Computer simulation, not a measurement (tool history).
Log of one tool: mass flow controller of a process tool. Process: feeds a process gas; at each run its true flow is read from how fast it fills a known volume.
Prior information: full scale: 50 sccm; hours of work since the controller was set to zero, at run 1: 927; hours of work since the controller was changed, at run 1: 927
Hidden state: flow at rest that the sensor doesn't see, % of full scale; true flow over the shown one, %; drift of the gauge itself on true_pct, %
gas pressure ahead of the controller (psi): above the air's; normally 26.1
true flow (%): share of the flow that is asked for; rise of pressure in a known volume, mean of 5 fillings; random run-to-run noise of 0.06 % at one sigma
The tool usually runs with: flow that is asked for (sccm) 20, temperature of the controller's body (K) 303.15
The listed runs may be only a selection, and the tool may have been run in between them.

run	day	flow that is asked for (sccm)	gas pressure ahead of the controller (psi)	temperature of the controller's body (K)	hours of work since the controller was set to zero	hours of work since the controller was changed	true flow (%)
1	0.000	20	26.1	303.15	927	927	99.22
2	1.762	20	26.1	303.15	940	940	99.13
3	4.154	20	26.1	303.15	957	957	99.24
4	5.858	20	26.1	303.15	970	970	99.10
5	9.279	20	26.1	303.15	995	995	99.15
6	11.333	20	26.1	303.15	1010	1010	99.15
7	14.454	20	26.1	303.15	1033	1033	99.19
8	16.546	20	26.1	294.15	1048	1048	99.90
9	18.733	20	26.1	303.15	1064	1064	99.16
10	20.912	20	26.1	303.15	1080	1080	99.13
11	23.379	20	26.1	303.15	1098	1098	99.21
12	26.233	20	26.1	303.15	1119	1119	99.17
13	29.417	20	26.8	303.15	1142	1142	99.04
14	32.008	20	26.8	303.15	1161	1161	99.14
15	33.754	20	25.2	303.15	1174	1174	99.11
16	35.950	20	25.2	303.15	1190	1190	99.20
# day 36.242: controller's zero set anew
17	38.725	7	22.3	308.15	18	1211	99.67
18	41.475	41	22.3	310.15	38	1231	98.96
19	44.108	17	27.4	311.15	58	1250	98.72
20	46.425	17	20.3	299.15	75	1267	99.97
21	49.242	17	20.3	299.15	95	1288	100.00
# day 51.567: controller's zero set anew, once more
22	51.567	26	20.3	299.15	0	1304	99.62
23	53.233	15	23.6	299.15	12	1317	99.36
24	55.462	16	32.1	303.15	29	1333	98.87
25	58.442	23	35.0	311.15	50	1355	98.13
26	61.475	23	35.0	311.15	73	1377	98.08
27	63.246	6	26.1	297.15	86	1390	99.68
28	65.017	6	26.1	297.15	99	1403	99.72
29	67.454	35	26.8	296.15	116	1421	99.67

A few steps of true flow (%) between consecutive runs. Split each: what settings, incoming material and random variation would produce without the hidden state, and what is left over for the hidden state, along with gauge scatter present in only one of the two compared results (measured, and without hidden state):
Run 16 -> 17: flow that is asked for (sccm) 20 -> 7, gas pressure ahead of the controller (psi) 25.2 -> 22.3, temperature of the controller's body (K) 303.15 -> 308.15, controller's zero set anew. true flow (%) +0.47: hidden state +1.04, all else -0.57.
Run 17 -> 18: flow that is asked for (sccm) 7 -> 41, temperature of the controller's body (K) 308.15 -> 310.15. true flow (%) -0.71: hidden state -1.12, all else +0.41.
Run 19 -> 20: gas pressure ahead of the controller (psi) 27.4 -> 20.3, temperature of the controller's body (K) 311.15 -> 299.15. true flow (%) +1.25: hidden state +0.00, all else +1.25.
Run 26 -> 27: flow that is asked for (sccm) 23 -> 6, gas pressure ahead of the controller (psi) 35.0 -> 26.1, temperature of the controller's body (K) 311.15 -> 297.15. true flow (%) +1.60: hidden state +0.40, all else +1.20.
